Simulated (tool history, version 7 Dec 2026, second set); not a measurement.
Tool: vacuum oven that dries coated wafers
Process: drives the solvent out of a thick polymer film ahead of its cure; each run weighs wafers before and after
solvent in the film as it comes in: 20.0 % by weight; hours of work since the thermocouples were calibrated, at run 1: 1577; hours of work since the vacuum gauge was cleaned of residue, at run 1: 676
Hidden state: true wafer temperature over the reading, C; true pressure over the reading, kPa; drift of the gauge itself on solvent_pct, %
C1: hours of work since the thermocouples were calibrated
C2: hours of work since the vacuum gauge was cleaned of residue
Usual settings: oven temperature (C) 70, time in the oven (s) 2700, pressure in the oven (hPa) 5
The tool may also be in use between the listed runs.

{"run": 1, "hour": 0.0, "oven temperature (C)": 70, "time in the oven (s)": 2700, "pressure in the oven (hPa)": 5, "C1": 1577, "C2": 676, "solvent left in the film (%)": 1.2}
{"run": 2, "hour": 69.9, "oven temperature (C)": 70, "time in the oven (s)": 2700, "pressure in the oven (hPa)": 5, "C1": 1617, "C2": 716, "solvent left in the film (%)": 1.24}
{"run": 3, "hour": 108.3, "oven temperature (C)": 70, "time in the oven (s)": 2700, "pressure in the oven (hPa)": 5, "C1": 1639, "C2": 738, "solvent left in the film (%)": 1.23}
{"run": 4, "hour": 145.1, "oven temperature (C)": 70, "time in the oven (s)": 2700, "pressure in the oven (hPa)": 5, "C1": 1660, "C2": 759, "solvent left in the film (%)": 1.25}
{"run": 5, "hour": 203.7, "oven temperature (C)": 70, "time in the oven (s)": 2700, "pressure in the oven (hPa)": 5, "C1": 1693, "C2": 792, "solvent left in the film (%)": 1.24}
{"run": 6, "hour": 267.4, "oven temperature (C)": 70, "time in the oven (s)": 2700, "pressure in the oven (hPa)": 5, "C1": 1730, "C2": 828, "solvent left in the film (%)": 1.21}
{"hour": 292.7, "done": "oven's thermocouples calibrated"}
{"run": 7, "hour": 325.0, "oven temperature (C)": 70, "time in the oven (s)": 2700, "pressure in the oven (hPa)": 5, "C1": 18, "C2": 860, "solvent left in the film (%)": 0.96}
{"run": 8, "hour": 380.5, "oven temperature (C)": 70, "time in the oven (s)": 2700, "pressure in the oven (hPa)": 5, "C1": 50, "C2": 892, "solvent left in the film (%)": 1.02}
{"run": 9, "hour": 439.4, "oven temperature (C)": 70, "time in the oven (s)": 2700, "pressure in the oven (hPa)": 5, "C1": 84, "C2": 925, "solvent left in the film (%)": 1.01}
{"run": 10, "hour": 494.0, "oven temperature (C)": 70, "time in the oven (s)": 2700, "pressure in the oven (hPa)": 5, "C1": 115, "C2": 956, "solvent left in the film (%)": 1.01}
{"run": 11, "hour": 537.2, "oven temperature (C)": 70, "time in the oven (s)": 2700, "pressure in the oven (hPa)": 5, "C1": 139, "C2": 981, "solvent left in the film (%)": 1.05}
{"run": 12, "hour": 574.7, "oven temperature (C)": 70, "time in the oven (s)": 2700, "pressure in the oven (hPa)": 5, "C1": 161, "C2": 1002, "solvent left in the film (%)": 1.05}
{"run": 13, "hour": 613.3, "oven temperature (C)": 70, "time in the oven (s)": 2700, "pressure in the oven (hPa)": 5, "C1": 183, "C2": 1025, "solvent left in the film (%)": 1.01}
{"run": 14, "hour": 646.9, "oven temperature (C)": 82, "time in the oven (s)": 2700, "pressure in the oven (hPa)": 5, "C1": 202, "C2": 1044, "solvent left in the film (%)": 0.14}
{"run": 15, "hour": 681.7, "oven temperature (C)": 70, "time in the oven (s)": 2700, "pressure in the oven (hPa)": 5, "C1": 222, "C2": 1063, "solvent left in the film (%)": 1.01}
{"run": 16, "hour": 735.5, "oven temperature (C)": 70, "time in the oven (s)": 2700, "pressure in the oven (hPa)": 5, "C1": 252, "C2": 1094, "solvent left in the film (%)": 1}
{"run": 17, "hour": 772.4, "oven temperature (C)": 70, "time in the oven (s)": 2700, "pressure in the oven (hPa)": 11.93, "C1": 273, "C2": 1115, "solvent left in the film (%)": 1.26}
{"run": 18, "hour": 809.8, "oven temperature (C)": 70, "time in the oven (s)": 2700, "pressure in the oven (hPa)": 11.93, "C1": 295, "C2": 1137, "solvent left in the film (%)": 1.25}
{"run": 19, "hour": 867.1, "oven temperature (C)": 70, "time in the oven (s)": 2700, "pressure in the oven (hPa)": 6.28, "C1": 327, "C2": 1169, "solvent left in the film (%)": 1.12}
{"run": 20, "hour": 919.6, "oven temperature (C)": 70, "time in the oven (s)": 2700, "pressure in the oven (hPa)": 6.28, "C1": 357, "C2": 1199, "solvent left in the film (%)": 1.08}
{"run": 21, "hour": 956.6, "oven temperature (C)": 70, "time in the oven (s)": 2700, "pressure in the oven (hPa)": 5, "C1": 378, "C2": 1220, "solvent left in the film (%)": 1.06}
{"run": 22, "hour": 1009.6, "oven temperature (C)": 70, "time in the oven (s)": 2700, "pressure in the oven (hPa)": 5, "C1": 409, "C2": 1250, "solvent left in the film (%)": 1.05}
{"run": 23, "hour": 1058.8, "oven temperature (C)": 70, "time in the oven (s)": 2700, "pressure in the oven (hPa)": 5, "C1": 437, "C2": 1278, "solvent left in the film (%)": 1.09}
{"run": 24, "hour": 1115.3, "oven temperature (C)": 70, "time in the oven (s)": 2700, "pressure in the oven (hPa)": 5, "C1": 469, "C2": 1311, "solvent left in the film (%)": 1.11}
{"hour": 1138.4, "done": "vacuum gauge cleaned of residue and calibrated"}
{"run": 25, "hour": 1156.5, "oven temperature (C)": 70, "time in the oven (s)": 3120, "pressure in the oven (hPa)": 18.42, "C1": 492, "C2": 10, "solvent left in the film (%)": 1.07}
{"run": 26, "hour": 1188.6, "oven temperature (C)": 70, "time in the oven (s)": 3120, "pressure in the oven (hPa)": 18.42, "C1": 510, "C2": 29, "solvent left in the film (%)": 1.04}
{"run": 27, "hour": 1238.8, "oven temperature (C)": 62, "time in the oven (s)": 1440, "pressure in the oven (hPa)": 8.97, "C1": 539, "C2": 57, "solvent left in the film (%)": 6.01}
{"run": 28, "hour": 1274.5, "oven temperature (C)": 61, "time in the oven (s)": 1800, "pressure in the oven (hPa)": 8.97, "C1": 559, "C2": 78, "solvent left in the film (%)": 5.05}
{"run": 29, "hour": 1332.6, "oven temperature (C)": 61, "time in the oven (s)": 1800, "pressure in the oven (hPa)": 8.97, "C1": 592, "C2": 111, "solvent left in the film (%)": 5.06}
{"run": 30, "hour": 1362.5, "oven temperature (C)": 61, "time in the oven (s)": 1800, "pressure in the oven (hPa)": 8.97, "C1": 609, "C2": 128, "solvent left in the film (%)": 5.03}
{"run": 31, "hour": 1402.7, "oven temperature (C)": 61, "time in the oven (s)": 1800, "pressure in the oven (hPa)": 8.97, "C1": 632, "C2": 151, "solvent left in the film (%)": 5.05}
{"run": 32, "hour": 1444.8, "oven temperature (C)": 61, "time in the oven (s)": 1860, "pressure in the oven (hPa)": 3.56, "C1": 656, "C2": 175, "solvent left in the film (%)": 4.73}
{"run": 33, "hour": 1480.6, "oven temperature (C)": 62, "time in the oven (s)": 3000, "pressure in the oven (hPa)": 8.21, "C1": 676, "C2": 195, "solvent left in the film (%)": 2.22}
{"run": 34, "hour": 1523.0, "oven temperature (C)": 62, "time in the oven (s)": 3000, "pressure in the oven (hPa)": 8.21, "C1": 701, "C2": 219, "solvent left in the film (%)": 2.2}
{"run": 35, "hour": 1590.1, "oven temperature (C)": 58, "time in the oven (s)": 3960, "pressure in the oven (hPa)": 14.43, "C1": 739, "C2": 258, "solvent left in the film (%)": 2.32}
{"run": 36, "hour": 1641.9, "oven temperature (C)": 67, "time in the oven (s)": 3480, "pressure in the oven (hPa)": 6.55, "C1": 768, "C2": 287, "solvent left in the film (%)": 0.91}
{"run": 37, "hour": 1675.6, "oven temperature (C)": 67, "time in the oven (s)": 3480, "pressure in the oven (hPa)": 6.55, "C1": 788, "C2": 306, "solvent left in the film (%)": 0.89}
{"run": 38, "hour": 1709.6, "oven temperature (C)": 67, "time in the oven (s)": 3480, "pressure in the oven (hPa)": 15.58, "C1": 807, "C2": 326, "solvent left in the film (%)": 1.22}
{"run": 39, "hour": 1746.0, "oven temperature (C)": 79, "time in the oven (s)": 2100, "pressure in the oven (hPa)": 5.03, "C1": 828, "C2": 346, "solvent left in the film (%)": 0.65}
{"run": 40, "hour": 1790.1, "oven temperature (C)": 77, "time in the oven (s)": 2100, "pressure in the oven (hPa)": 10.16, "C1": 853, "C2": 372, "solvent left in the film (%)": 0.98}
{"run": 41, "hour": 1857.9, "oven temperature (C)": 69, "time in the oven (s)": 1980, "pressure in the oven (hPa)": 3.38, "C1": 892, "C2": 410, "solvent left in the film (%)": 2.35}
{"run": 42, "hour": 1927.2, "oven temperature (C)": 71, "time in the oven (s)": 1380, "pressure in the oven (hPa)": 5, "C1": 931, "C2": 450, "solvent left in the film (%)": 3.7}
{"run": 43, "hour": 1958.7, "oven temperature (C)": 55, "time in the oven (s)": 1320, "pressure in the oven (hPa)": 12.57, "C1": 949, "C2": 468, "solvent left in the film (%)": 9}
{"run": 44, "hour": 2024.3, "oven temperature (C)": 70, "time in the oven (s)": 2700, "pressure in the oven (hPa)": 18.06, "C1": 986, "C2": 505, "solvent left in the film (%)": 1.51}
{"run": 45, "hour": 2090.8, "oven temperature (C)": 70, "time in the oven (s)": 2700, "pressure in the oven (hPa)": 18.06, "C1": 1024, "C2": 543, "solvent left in the film (%)": 1.5}
{"run": 46, "hour": 2152.2, "oven temperature (C)": 70, "time in the oven (s)": 1560, "pressure in the oven (hPa)": 5, "C1": 1059, "C2": 578, "solvent left in the film (%)": 3.34}
{"run": 47, "hour": 2196.4, "oven temperature (C)": 67, "time in the oven (s)": 2220, "pressure in the oven (hPa)": 5, "C1": 1084, "C2": 603, "solvent left in the film (%)": 2.42}

4 ways to go on from here, each from the tool as it stands after run 47. What would each give?
{"run": "A", "hour": 2261.7, "oven temperature (C)": 77, "time in the oven (s)": 2400, "pressure in the oven (hPa)": 3.24, "C1": 1122, "C2": 640, "solvent left in the film (%)": "?"}
{"run": "B", "hour": 2261.7, "oven temperature (C)": 70, "time in the oven (s)": 2700, "pressure in the oven (hPa)": 19.45, "C1": 1122, "C2": 640, "solvent left in the film (%)": "?"}
{"run": "C", "hour": 2261.7, "oven temperature (C)": 67, "time in the oven (s)": 2940, "pressure in the oven (hPa)": 5, "C1": 1122, "C2": 640, "solvent left in the film (%)": "?"}
{"run": "D", "hour": 2261.7, "oven temperature (C)": 63, "time in the oven (s)": 2280, "pressure in the oven (hPa)": 18.19, "C1": 1122, "C2": 640, "solvent left in the film (%)": "?"}

run=A solvent_left_in_the_film_(%)=0.61
run=B solvent_left_in_the_film_(%)=1.6
run=C solvent_left_in_the_film_(%)=1.41
run=D solvent_left_in_the_film_(%)=3.75
Without the tool's hidden state the same runs would have given:
run=A solvent_left_in_the_film_(%)=0.43
run=B solvent_left_in_the_film_(%)=1.28
run=C solvent_left_in_the_film_(%)=1.08
run=D solvent_left_in_the_film_(%)=3.17

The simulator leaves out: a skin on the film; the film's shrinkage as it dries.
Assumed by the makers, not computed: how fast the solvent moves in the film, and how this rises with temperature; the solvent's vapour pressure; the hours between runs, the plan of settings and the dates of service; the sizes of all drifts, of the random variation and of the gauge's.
